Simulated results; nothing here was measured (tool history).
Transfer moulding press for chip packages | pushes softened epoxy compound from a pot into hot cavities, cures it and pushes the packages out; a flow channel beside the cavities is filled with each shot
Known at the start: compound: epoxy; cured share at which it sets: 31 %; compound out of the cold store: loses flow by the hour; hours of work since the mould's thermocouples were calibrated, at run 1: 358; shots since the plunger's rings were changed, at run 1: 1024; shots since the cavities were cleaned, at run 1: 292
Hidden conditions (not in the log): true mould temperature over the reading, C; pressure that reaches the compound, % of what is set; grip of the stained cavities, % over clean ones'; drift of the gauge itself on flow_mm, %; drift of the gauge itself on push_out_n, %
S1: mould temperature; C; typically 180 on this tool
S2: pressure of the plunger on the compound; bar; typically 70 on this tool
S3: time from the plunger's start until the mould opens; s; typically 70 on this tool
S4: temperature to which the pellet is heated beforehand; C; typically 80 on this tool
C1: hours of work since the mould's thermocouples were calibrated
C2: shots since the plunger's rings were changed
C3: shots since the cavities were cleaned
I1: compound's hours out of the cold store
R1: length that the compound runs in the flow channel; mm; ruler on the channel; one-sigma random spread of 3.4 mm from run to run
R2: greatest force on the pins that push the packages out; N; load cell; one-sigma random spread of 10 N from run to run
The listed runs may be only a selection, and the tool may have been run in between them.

run 1 hour=0 | S1=180 S2=70 S3=70 S4=80 | C1=358 C2=1024 C3=292 | I1=23.2 | R1=752 R2=483
-- hour=44.1 cavities cleaned with cleaning compound and waxed
run 2 hour=70.8 | S1=180 S2=75.8 S3=70 S4=80 | C1=411 C2=2186 C3=448 | I1=36.6 | R1=741 R2=488
-- hour=107.3 cavities cleaned with cleaning compound and waxed
-- hour=123.3 mould's thermocouples calibrated
run 3 hour=133.4 | S1=180 S2=75.8 S3=58 S4=80 | C1=8 C2=3177 C3=403 | I1=30.7 | R1=764 R2=676
-- hour=169.4 cavities cleaned with cleaning compound and waxed
run 4 hour=181.4 | S1=180 S2=75.8 S3=58 S4=80 | C1=44 C2=3958 C3=203 | I1=39.1 | R1=735 R2=676
-- hour=231.6 cavities cleaned with cleaning compound and waxed
run 5 hour=243 | S1=180 S2=70 S3=69 S4=80 | C1=90 C2=4964 C3=191 | I1=15.9 | R1=777 R2=523
-- hour=268.7 plunger's sealing rings changed
-- hour=295.2 cavities cleaned with cleaning compound and waxed
run 6 hour=310.1 | S1=180 S2=70 S3=70 S4=80 | C1=138 C2=670 C3=251 | I1=36.3 | R1=719 R2=464
-- hour=357.9 cavities cleaned with cleaning compound and waxed
run 7 hour=395.2 | S1=180 S2=70 S3=70 S4=80 | C1=203 C2=2071 C3=625 | I1=12.2 | R1=791 R2=490
-- hour=424.5 cavities cleaned with cleaning compound and waxed
run 8 hour=458.2 | S1=180 S2=66.5 S3=70 S4=80 | C1=250 C2=3103 C3=566 | I1=44.4 | R1=669 R2=476
-- hour=486.8 cavities cleaned with cleaning compound and waxed
run 9 hour=501.8 | S1=180 S2=66.5 S3=70 S4=80 | C1=282 C2=3808 C3=250 | I1=42 | R1=679 R2=478
-- hour=550.2 cavities cleaned with cleaning compound and waxed
run 10 hour=554.8 | S1=180 S2=66.5 S3=70 S4=80 | C1=322 C2=4673 C3=78 | I1=32.6 | R1=709 R2=470
-- hour=598.2 plunger's sealing rings changed
run 11 hour=605.3 | S1=187 S2=70 S3=70 S4=80 | C1=359 C2=120 C3=883 | I1=9.7 | R1=771 R2=383
-- hour=613.4 cavities cleaned with cleaning compound and waxed
-- hour=677.7 cavities cleaned with cleaning compound and waxed
run 12 hour=692.4 | S1=187 S2=70 S3=70 S4=80 | C1=423 C2=1529 C3=245 | I1=10.7 | R1=765 R2=364
-- hour=723.8 mould's thermocouples calibrated
-- hour=741.6 cavities cleaned with cleaning compound and waxed
run 13 hour=743.6 | S1=173 S2=70 S3=70 S4=80 | C1=14 C2=2330 C3=34 | I1=19.2 | R1=805 R2=832
-- hour=807.6 cavities cleaned with cleaning compound and waxed
run 14 hour=813.2 | S1=181 S2=70 S3=102 S4=80 | C1=66 C2=3472 C3=93 | I1=13.7 | R1=787 R2=373
-- hour=870.2 cavities cleaned with cleaning compound and waxed
run 15 hour=883.1 | S1=181 S2=70 S3=102 S4=80 | C1=119 C2=4619 C3=215 | I1=47.3 | R1=677 R2=364
-- hour=933.1 plunger's sealing rings changed
-- hour=934.6 cavities cleaned with cleaning compound and waxed
run 16 hour=972.2 | S1=179 S2=59.3 S3=80 S4=90 | C1=185 C2=632 C3=632 | I1=29.9 | R1=677 R2=405
-- hour=996.2 cavities cleaned with cleaning compound and waxed
run 17 hour=1012.1 | S1=174 S2=59.3 S3=50 S4=90 | C1=214 C2=1275 C3=265 | I1=26.7 | R1=707 R2=1403
-- hour=1056.4 cavities cleaned with cleaning compound and waxed
run 18 hour=1064.3 | S1=174 S2=66.4 S3=77 S4=74 | C1=253 C2=2126 C3=133 | I1=44.6 | R1=690 R2=583
run 19 hour=1109 | S1=174 S2=66.4 S3=77 S4=74 | C1=287 C2=2875 C3=882 | I1=41.5 | R1=708 R2=591
-- hour=1117.8 cavities cleaned with cleaning compound and waxed
run 20 hour=1158.9 | S1=174 S2=66.4 S3=57 S4=88 | C1=325 C2=3688 C3=689 | I1=9.9 | R1=803 R2=1212
-- hour=1178 cavities cleaned with cleaning compound and waxed
run 21 hour=1214.9 | S1=182 S2=66.4 S3=57 S4=88 | C1=367 C2=4602 C3=619 | I1=40.8 | R1=674 R2=600
-- hour=1238.4 cavities cleaned with cleaning compound and waxed
-- hour=1266.1 plunger's sealing rings changed
run 22 hour=1285.5 | S1=180 S2=87.9 S3=61 S4=80 | C1=418 C2=325 C3=748 | I1=40.7 | R1=782 R2=635
-- hour=1306.2 cavities cleaned with cleaning compound and waxed
-- hour=1327.8 mould's thermocouples calibrated
run 23 hour=1362.1 | S1=180 S2=87.9 S3=61 S4=80 | C1=26 C2=1551 C3=904 | I1=45.8 | R1=764 R2=611
-- hour=1370 cavities cleaned with cleaning compound and waxed
-- hour=1434.1 cavities cleaned with cleaning compound and waxed
run 24 hour=1435 | S1=180 S2=87.9 S3=61 S4=80 | C1=80 C2=2724 C3=14 | I1=21.7 | R1=854 R2=641
-- hour=1496.7 cavities cleaned with cleaning compound and waxed
run 25 hour=1496.7 | S1=180 S2=87.9 S3=61 S4=80 | C1=126 C2=3734 C3=0 | I1=44.3 | R1=782 R2=576

Each row is a separate what-if for the run after 25, all from the same tool condition, not one after another. Results?
-- hour=1561.9 cavities cleaned with cleaning compound and waxed
run A hour=1567.1 | S1=180 S2=77.3 S3=103 S4=80 | C1=179 C2=4889 C3=87 | I1=44.2 | R1=? R2=?
-- hour=1561.9 cavities cleaned with cleaning compound and waxed
run B hour=1567.1 | S1=187 S2=87.9 S3=61 S4=73 | C1=179 C2=4889 C3=87 | I1=36.2 | R1=? R2=?
-- hour=1561.9 cavities cleaned with cleaning compound and waxed
run C hour=1567.1 | S1=180 S2=78.2 S3=60 S4=80 | C1=179 C2=4889 C3=87 | I1=44.4 | R1=? R2=?
-- hour=1561.9 cavities cleaned with cleaning compound and waxed
run D hour=1567.1 | S1=180 S2=55.6 S3=61 S4=76 | C1=179 C2=4889 C3=87 | I1=25.9 | R1=? R2=?

run=A R1=723 R2=355
run=B R1=774 R2=409
run=C R1=730 R2=638
run=D R1=659 R2=649
With no hidden state in the tool, these same runs would have given:
run=A R1=723 R2=353
run=B R1=774 R2=407
run=C R1=731 R2=635
run=D R1=660 R2=647
